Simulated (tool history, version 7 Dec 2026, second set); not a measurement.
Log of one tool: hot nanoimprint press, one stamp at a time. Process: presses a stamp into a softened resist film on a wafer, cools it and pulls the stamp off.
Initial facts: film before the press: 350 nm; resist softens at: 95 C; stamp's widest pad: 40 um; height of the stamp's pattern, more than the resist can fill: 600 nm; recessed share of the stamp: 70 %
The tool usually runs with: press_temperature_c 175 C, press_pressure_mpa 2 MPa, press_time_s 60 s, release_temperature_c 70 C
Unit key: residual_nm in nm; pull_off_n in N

Run 1, day 0: usual settings. Result: residual_nm 204.5 nm, pull_off_n 236 N.
At day 1.238: plate thermocouple calibrated.
Run 2, day 1.812: usual settings. Result: residual_nm 197.5 nm, pull_off_n 242 N.
Run 3, day 4.938: usual settings. Result: residual_nm 197.8 nm, pull_off_n 266 N.
Run 4, day 7.571: usual settings but release_temperature_c 58 C. Result: residual_nm 197.5 nm, pull_off_n 334 N.
Run 5, day 9.612: usual settings but release_temperature_c 58 C. Result: residual_nm 200.8 nm, pull_off_n 340 N.
Run 6, day 12.638: usual settings but release_temperature_c 58 C. Result: residual_nm 205.1 nm, pull_off_n 364 N.
Run 7, day 15.267: usual settings but release_temperature_c 58 C. Result: residual_nm 204.8 nm, pull_off_n 379 N.
Run 8, day 16.662: usual settings but press_temperature_c 185 C, release_temperature_c 58 C. Result: residual_nm 135.1 nm, pull_off_n 392 N.
Run 9, day 19.296: usual settings but press_pressure_mpa 1.76 MPa. Result: residual_nm 214.3 nm, pull_off_n 345 N.
Run 10, day 20.833: usual settings but press_pressure_mpa 1.76 MPa. Result: residual_nm 216.4 nm, pull_off_n 352 N.
At day 23.308: stamp cleaned and given a new release coat.
Run 11, day 23.667: usual settings but press_pressure_mpa 1.76 MPa. Result: residual_nm 218.7 nm, pull_off_n 240 N.
Run 12, day 25.442: usual settings. Result: residual_nm 209.7 nm, pull_off_n 244 N.
At day 26.867: plate thermocouple calibrated.
Run 13, day 27.621: usual settings. Result: residual_nm 197.2 nm, pull_off_n 260 N.
Run 14, day 30.758: usual settings. Result: residual_nm 202.2 nm, pull_off_n 282 N.
Run 15, day 33.088: usual settings. Result: residual_nm 204.5 nm, pull_off_n 293 N.
Run 16, day 36.1: usual settings but press_temperature_c 182 C, press_pressure_mpa 2.76 MPa, press_time_s 48 s, release_temperature_c 58 C. Result: residual_nm 145.1 nm, pull_off_n 350 N.
Run 17, day 38.062: usual settings but press_temperature_c 165 C, press_pressure_mpa 2.76 MPa, press_time_s 48 s. Result: residual_nm 276.6 nm, pull_off_n 316 N.
Run 18, day 39.858: usual settings but press_temperature_c 165 C, press_pressure_mpa 2.76 MPa, press_time_s 48 s, release_temperature_c 55 C. Result: residual_nm 278.8 nm, pull_off_n 404 N.
Run 19, day 42.262: usual settings but press_pressure_mpa 1.34 MPa, press_time_s 44 s, release_temperature_c 58 C. Result: residual_nm 254.9 nm, pull_off_n 400 N.
Run 20, day 44.858: usual settings but press_pressure_mpa 1.39 MPa, release_temperature_c 73 C. Result: residual_nm 236.3 nm, pull_off_n 355 N.
Run 21, day 46.604: usual settings but press_temperature_c 173 C, press_time_s 40 s, release_temperature_c 75 C. Result: residual_nm 251.5 nm, pull_off_n 343 N.
At day 47.071: stamp cleaned and given a new release coat.
Run 22, day 48.325: usual settings but press_pressure_mpa 2.77 MPa, press_time_s 70 s, release_temperature_c 58 C. Result: residual_nm 178.8 nm, pull_off_n 296 N.
At day 50.775: press's hydraulic seals changed and the load cell set to zero.
Run 23, day 51: usual settings but press_temperature_c 176 C, press_pressure_mpa 2.77 MPa, press_time_s 54 s, release_temperature_c 64 C. Result: residual_nm 181.9 nm, pull_off_n 282 N.
At day 52.883: plate thermocouple calibrated.
Run 24, day 53.85: usual settings but press_pressure_mpa 2.77 MPa, press_time_s 74 s. Result: residual_nm 159.2 nm, pull_off_n 263 N.
Run 25, day 56.533: usual settings but press_pressure_mpa 1.44 MPa, press_time_s 61 s, release_temperature_c 77 C. Result: residual_nm 219.4 nm, pull_off_n 263 N.
Run 26, day 58.438: usual settings but press_pressure_mpa 2.42 MPa, press_time_s 42 s, release_temperature_c 59 C. Result: residual_nm 207.8 nm, pull_off_n 344 N.
Run 27, day 61.5: usual settings but press_temperature_c 183 C, press_pressure_mpa 2.47 MPa, press_time_s 98 s, release_temperature_c 67 C. Result: residual_nm 105.1 nm, pull_off_n 319 N.
Run 28, day 63.946: usual settings but press_temperature_c 179 C, press_pressure_mpa 2.47 MPa, press_time_s 98 s, release_temperature_c 57 C. Result: residual_nm 126.8 nm, pull_off_n 387 N.
Run 29, day 66.404: usual settings but press_pressure_mpa 1.6 MPa, release_temperature_c 55 C. Result: residual_nm 215.4 nm, pull_off_n 422 N.

Consider 4 possible next runs. They are alternatives, not a sequence: every one starts from the tool as it was left by run 29. What does each give?
Run A, day 68.921: usual settings but press_pressure_mpa 1.6 MPa, release_temperature_c 55 C. Result: residual_nm ?, pull_off_n ?.
Run B, day 68.921: usual settings but press_temperature_c 178 C, press_pressure_mpa 1.35 MPa, press_time_s 86 s. Result: residual_nm ?, pull_off_n ?.
Run C, day 68.921: usual settings but press_pressure_mpa 1.4 MPa, press_time_s 113 s, release_temperature_c 75 C. Result: residual_nm ?, pull_off_n ?.
Run D, day 68.921: usual settings but release_temperature_c 67 C. Result: residual_nm ?, pull_off_n ?.

run  residual_nm  pull_off_n
  A        218.6         433
  B        184.7         361
  C        186.9         341
  D          201         361
Had the tool no hidden state, the same runs would have come out as:
run  residual_nm  pull_off_n
  A        211.1         279
  B        177.9         233
  C        179.8         219
  D        193.1         233
